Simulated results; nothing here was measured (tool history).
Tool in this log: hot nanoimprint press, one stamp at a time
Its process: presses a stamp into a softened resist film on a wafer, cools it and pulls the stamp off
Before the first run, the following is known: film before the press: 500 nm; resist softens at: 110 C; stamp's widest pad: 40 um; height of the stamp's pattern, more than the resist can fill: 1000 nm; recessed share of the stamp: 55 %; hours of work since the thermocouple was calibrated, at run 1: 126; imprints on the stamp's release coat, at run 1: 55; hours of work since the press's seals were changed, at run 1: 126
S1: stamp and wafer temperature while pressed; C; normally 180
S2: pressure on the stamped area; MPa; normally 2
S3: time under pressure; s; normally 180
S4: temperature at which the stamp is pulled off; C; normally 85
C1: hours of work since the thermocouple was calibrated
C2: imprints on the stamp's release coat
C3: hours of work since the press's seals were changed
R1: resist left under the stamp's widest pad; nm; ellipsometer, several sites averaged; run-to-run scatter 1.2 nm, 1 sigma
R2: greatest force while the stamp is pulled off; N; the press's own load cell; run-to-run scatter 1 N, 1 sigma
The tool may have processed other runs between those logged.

{"run": 1, "hour": 0.0, "S1": 180, "S2": 2, "S3": 180, "S4": 85, "C1": 126, "C2": 55, "C3": 126, "R1": 274.1, "R2": 143}
{"run": 2, "hour": 37.6, "S1": 180, "S2": 2, "S3": 180, "S4": 85, "C1": 154, "C2": 211, "C3": 154, "R1": 275.7, "R2": 140}
{"run": 3, "hour": 58.6, "S1": 180, "S2": 2, "S3": 180, "S4": 85, "C1": 170, "C2": 299, "C3": 170, "R1": 272.4, "R2": 141}
{"run": 4, "hour": 79.4, "S1": 180, "S2": 2, "S3": 180, "S4": 85, "C1": 186, "C2": 385, "C3": 186, "R1": 272.9, "R2": 144}
{"run": 5, "hour": 101.6, "S1": 180, "S2": 2, "S3": 143, "S4": 85, "C1": 202, "C2": 478, "C3": 202, "R1": 293.7, "R2": 142}
{"run": 6, "hour": 140.9, "S1": 180, "S2": 2, "S3": 143, "S4": 85, "C1": 231, "C2": 641, "C3": 231, "R1": 290.5, "R2": 143}
{"hour": 152.3, "done": "stamp cleaned and given a new release coat"}
{"run": 7, "hour": 192.2, "S1": 180, "S2": 2, "S3": 180, "S4": 85, "C1": 265, "C2": 166, "C3": 265, "R1": 274.1, "R2": 142}
{"run": 8, "hour": 232.1, "S1": 180, "S2": 2, "S3": 180, "S4": 85, "C1": 295, "C2": 332, "C3": 295, "R1": 272.3, "R2": 141}
{"run": 9, "hour": 273.0, "S1": 180, "S2": 2, "S3": 180, "S4": 85, "C1": 325, "C2": 502, "C3": 325, "R1": 272.6, "R2": 141}
{"run": 10, "hour": 298.1, "S1": 180, "S2": 2, "S3": 180, "S4": 85, "C1": 344, "C2": 607, "C3": 344, "R1": 272.2, "R2": 142}
{"hour": 319.7, "done": "stamp cleaned and given a new release coat"}
{"run": 11, "hour": 328.9, "S1": 180, "S2": 2, "S3": 180, "S4": 85, "C1": 362, "C2": 38, "C3": 362, "R1": 271.9, "R2": 142}
{"run": 12, "hour": 347.5, "S1": 180, "S2": 2, "S3": 180, "S4": 85, "C1": 376, "C2": 115, "C3": 376, "R1": 273.9, "R2": 145}
{"run": 13, "hour": 379.2, "S1": 180, "S2": 2, "S3": 180, "S4": 85, "C1": 400, "C2": 247, "C3": 400, "R1": 273.1, "R2": 143}
{"hour": 412.6, "done": "plate thermocouple calibrated"}
{"run": 14, "hour": 421.9, "S1": 180, "S2": 2, "S3": 180, "S4": 74, "C1": 7, "C2": 413, "C3": 429, "R1": 273.7, "R2": 163}
{"run": 15, "hour": 455.5, "S1": 180, "S2": 2, "S3": 180, "S4": 74, "C1": 32, "C2": 553, "C3": 454, "R1": 272.9, "R2": 164}
{"hour": 487.7, "done": "stamp cleaned and given a new release coat"}
{"run": 16, "hour": 500.5, "S1": 183, "S2": 1.48, "S3": 113, "S4": 85, "C1": 61, "C2": 53, "C3": 483, "R1": 330.6, "R2": 143}
{"run": 17, "hour": 536.2, "S1": 183, "S2": 1.48, "S3": 137, "S4": 89, "C1": 87, "C2": 202, "C3": 510, "R1": 316.4, "R2": 135}
{"run": 18, "hour": 558.9, "S1": 183, "S2": 1.48, "S3": 137, "S4": 89, "C1": 104, "C2": 296, "C3": 527, "R1": 319.4, "R2": 137}
{"run": 19, "hour": 586.8, "S1": 177, "S2": 2.13, "S3": 224, "S4": 82, "C1": 125, "C2": 412, "C3": 547, "R1": 264.5, "R2": 149}
{"run": 20, "hour": 619.9, "S1": 180, "S2": 2, "S3": 319, "S4": 92, "C1": 150, "C2": 550, "C3": 572, "R1": 227.5, "R2": 129}
{"hour": 654.7, "done": "stamp cleaned and given a new release coat"}
{"run": 21, "hour": 660.7, "S1": 177, "S2": 2, "S3": 180, "S4": 86, "C1": 176, "C2": 25, "C3": 598, "R1": 293, "R2": 139}
{"run": 22, "hour": 705.4, "S1": 177, "S2": 2, "S3": 180, "S4": 86, "C1": 209, "C2": 211, "C3": 631, "R1": 292.8, "R2": 142}
{"run": 23, "hour": 739.6, "S1": 185, "S2": 2.84, "S3": 131, "S4": 92, "C1": 234, "C2": 354, "C3": 657, "R1": 222.6, "R2": 129}
{"run": 24, "hour": 782.1, "S1": 185, "S2": 2.84, "S3": 131, "S4": 92, "C1": 266, "C2": 531, "C3": 688, "R1": 223.4, "R2": 130}
{"run": 25, "hour": 800.8, "S1": 185, "S2": 2.84, "S3": 131, "S4": 92, "C1": 280, "C2": 608, "C3": 702, "R1": 224, "R2": 128}
{"hour": 820.8, "done": "stamp cleaned and given a new release coat"}
{"run": 26, "hour": 835.2, "S1": 185, "S2": 2.84, "S3": 131, "S4": 92, "C1": 301, "C2": 60, "C3": 723, "R1": 223.1, "R2": 129}
{"run": 27, "hour": 862.2, "S1": 181, "S2": 2.84, "S3": 131, "S4": 92, "C1": 321, "C2": 172, "C3": 743, "R1": 246.8, "R2": 129}
{"run": 28, "hour": 893.4, "S1": 192, "S2": 3.07, "S3": 134, "S4": 91, "C1": 344, "C2": 302, "C3": 767, "R1": 180.2, "R2": 132}
{"run": 29, "hour": 928.0, "S1": 169, "S2": 2.3, "S3": 180, "S4": 91, "C1": 370, "C2": 446, "C3": 792, "R1": 332.8, "R2": 131}

Estimate the outcome of run 30 from the log above:
{"run": 30, "hour": 968.4, "S1": 169, "S2": 2.3, "S3": 180, "S4": 91, "C1": 400, "C2": 614, "C3": 822, "R1": "?", "R2": "?"}

R1: 332.7 nm
R2: 131 N
If the tool had no hidden condition, the same run with the same run-to-run variation would have returned R1 332.3 nm, R2 131 N.
